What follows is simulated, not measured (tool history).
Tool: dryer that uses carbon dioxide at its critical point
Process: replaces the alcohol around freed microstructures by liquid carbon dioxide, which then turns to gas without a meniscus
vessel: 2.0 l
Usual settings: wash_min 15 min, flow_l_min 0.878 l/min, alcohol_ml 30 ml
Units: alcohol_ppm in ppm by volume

run,day,wash_min,flow_l_min,alcohol_ml,alcohol_ppm
1,0,15,0.878,30,139
2,0.796,15,0.878,30,151
3,2.192,15,0.878,30,152
4,3.508,15,0.878,30,156
5,4.204,15,0.878,30,153
6,5.108,15,0.878,30,152
7,5.908,15,0.878,30,153
8,7.421,15,0.878,30,158
9,8.558,15,0.878,30,160
10,9.254,15,0.575,30,657
11,10.033,15,0.65,30,457
12,10.842,12,1.334,50,126
13,12.325,12,1.285,113,255
14,13.45,12,1.285,21,93
15,15.129,12,1.348,28,99
16,16.779,22,0.878,66,87
17,18.042,22,0.878,66,93
18,18.817,22,0.878,66,84
19,19.583,22,0.878,66,98

Forecast each of these 4 alternatives for the next run:
A,20.325,15,0.654,76,?
B,20.325,10,0.878,114,?
C,20.325,22,1.269,50,?
D,20.325,9,0.926,63,?

run,alcohol_ppm
A,1163
B,2456
C,66
D,1572
Without the tool's hidden state the same runs would have given:
run,alcohol_ppm
A,862
B,1918
C,13
D,1227

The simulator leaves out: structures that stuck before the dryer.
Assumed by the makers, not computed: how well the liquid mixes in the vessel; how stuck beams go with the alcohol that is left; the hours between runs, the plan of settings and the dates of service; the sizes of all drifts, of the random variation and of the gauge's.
